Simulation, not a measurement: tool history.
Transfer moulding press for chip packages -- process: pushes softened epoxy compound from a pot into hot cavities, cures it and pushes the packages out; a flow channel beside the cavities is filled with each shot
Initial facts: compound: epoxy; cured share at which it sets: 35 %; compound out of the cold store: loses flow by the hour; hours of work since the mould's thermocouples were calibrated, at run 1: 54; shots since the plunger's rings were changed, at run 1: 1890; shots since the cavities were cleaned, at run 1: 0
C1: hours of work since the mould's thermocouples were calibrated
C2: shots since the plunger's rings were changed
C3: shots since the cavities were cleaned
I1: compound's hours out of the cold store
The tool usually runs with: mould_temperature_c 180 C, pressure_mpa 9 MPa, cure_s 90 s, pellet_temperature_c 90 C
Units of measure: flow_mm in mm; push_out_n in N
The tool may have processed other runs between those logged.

run 1 hour=0 | mould_temperature_c=180 pressure_mpa=9 cure_s=90 pellet_temperature_c=90 | C1=54 C2=1890 C3=0 | I1=28.2 | flow_mm=744 push_out_n=549
run 2 hour=26.4 | mould_temperature_c=180 pressure_mpa=7.2 cure_s=90 pellet_temperature_c=90 | C1=70 C2=2214 C3=324 | I1=29.7 | flow_mm=664 push_out_n=983
run 3 hour=64.4 | mould_temperature_c=180 pressure_mpa=9 cure_s=90 pellet_temperature_c=90 | C1=94 C2=2680 C3=790 | I1=23.2 | flow_mm=757 push_out_n=1223
-- hour=71.1 cavities cleaned with cleaning compound and waxed
run 4 hour=90.4 | mould_temperature_c=183 pressure_mpa=9 cure_s=90 pellet_temperature_c=90 | C1=109 C2=2981 C3=238 | I1=22.5 | flow_mm=750 push_out_n=769
run 5 hour=128.7 | mould_temperature_c=180 pressure_mpa=9 cure_s=75 pellet_temperature_c=90 | C1=132 C2=3450 C3=707 | I1=47.8 | flow_mm=664 push_out_n=1569
-- hour=140.9 cavities cleaned with cleaning compound and waxed
run 6 hour=147.4 | mould_temperature_c=180 pressure_mpa=9 cure_s=75 pellet_temperature_c=90 | C1=143 C2=3661 C3=80 | I1=34.5 | flow_mm=713 push_out_n=1038
run 7 hour=163.1 | mould_temperature_c=180 pressure_mpa=9 cure_s=75 pellet_temperature_c=90 | C1=153 C2=3854 C3=273 | I1=11.9 | flow_mm=795 push_out_n=1530
run 8 hour=182.4 | mould_temperature_c=180 pressure_mpa=9 cure_s=75 pellet_temperature_c=90 | C1=165 C2=4091 C3=510 | I1=20.8 | flow_mm=756 push_out_n=1667
run 9 hour=203.2 | mould_temperature_c=180 pressure_mpa=9 cure_s=75 pellet_temperature_c=90 | C1=178 C2=4346 C3=765 | I1=9 | flow_mm=804 push_out_n=1881
-- hour=206.9 mould's thermocouples calibrated
-- hour=211.5 cavities cleaned with cleaning compound and waxed
run 10 hour=244.8 | mould_temperature_c=180 pressure_mpa=9 cure_s=102 pellet_temperature_c=90 | C1=23 C2=4813 C3=408 | I1=8.6 | flow_mm=805 push_out_n=883
-- hour=267.3 mould's thermocouples calibrated, once more
run 11 hour=270 | mould_temperature_c=180 pressure_mpa=8.98 cure_s=106 pellet_temperature_c=90 | C1=2 C2=5097 C3=692 | I1=16.9 | flow_mm=757 push_out_n=987
-- hour=283.2 cavities cleaned with cleaning compound and waxed
run 12 hour=302.6 | mould_temperature_c=183 pressure_mpa=10.29 cure_s=102 pellet_temperature_c=88 | C1=21 C2=5479 C3=238 | I1=45.3 | flow_mm=693 push_out_n=737
run 13 hour=328.7 | mould_temperature_c=180 pressure_mpa=7.46 cure_s=90 pellet_temperature_c=90 | C1=37 C2=5799 C3=558 | I1=31.3 | flow_mm=631 push_out_n=1118
-- hour=354.6 cavities cleaned with cleaning compound and waxed
run 14 hour=363.2 | mould_temperature_c=175 pressure_mpa=8.07 cure_s=90 pellet_temperature_c=90 | C1=57 C2=6204 C3=106 | I1=30.8 | flow_mm=672 push_out_n=982
-- hour=367.3 plunger's sealing rings changed
run 15 hour=392.3 | mould_temperature_c=180 pressure_mpa=9.27 cure_s=129 pellet_temperature_c=90 | C1=74 C2=307 C3=433 | I1=44.6 | flow_mm=713 push_out_n=802
-- hour=428.1 cavities cleaned with cleaning compound and waxed
run 16 hour=428.6 | mould_temperature_c=179 pressure_mpa=8.08 cure_s=90 pellet_temperature_c=85 | C1=95 C2=733 C3=6 | I1=25.2 | flow_mm=723 push_out_n=606

Measured less the same run without the tool's hidden state. The same run-to-run variation is in both; the gauge's scatter may not be:
Hidden conditions of the tool in this case: true mould temperature over the reading, C; pressure that reaches the compound, % of what is set; grip of the stained cavities, % over clean ones'; drift of the gauge itself on flow_mm, %; drift of the gauge itself on push_out_n, %.
run=1 flow_mm=-20 push_out_n=+4
run=2 flow_mm=-21 push_out_n=+438
run=3 flow_mm=-28 push_out_n=+646
run=4 flow_mm=-32 push_out_n=+285
run=5 flow_mm=-32 push_out_n=+815
run=6 flow_mm=-37 push_out_n=+203
run=7 flow_mm=-44 push_out_n=+624
run=8 flow_mm=-45 push_out_n=+819
run=9 flow_mm=-51 push_out_n=+979
run=10 flow_mm=-56 push_out_n=+408
run=11 flow_mm=-56 push_out_n=+522
run=12 flow_mm=-56 push_out_n=+291
run=13 flow_mm=-54 push_out_n=+569
run=14 flow_mm=-62 push_out_n=+263
run=15 flow_mm=-6 push_out_n=+383
run=16 flow_mm=-10 push_out_n=+16

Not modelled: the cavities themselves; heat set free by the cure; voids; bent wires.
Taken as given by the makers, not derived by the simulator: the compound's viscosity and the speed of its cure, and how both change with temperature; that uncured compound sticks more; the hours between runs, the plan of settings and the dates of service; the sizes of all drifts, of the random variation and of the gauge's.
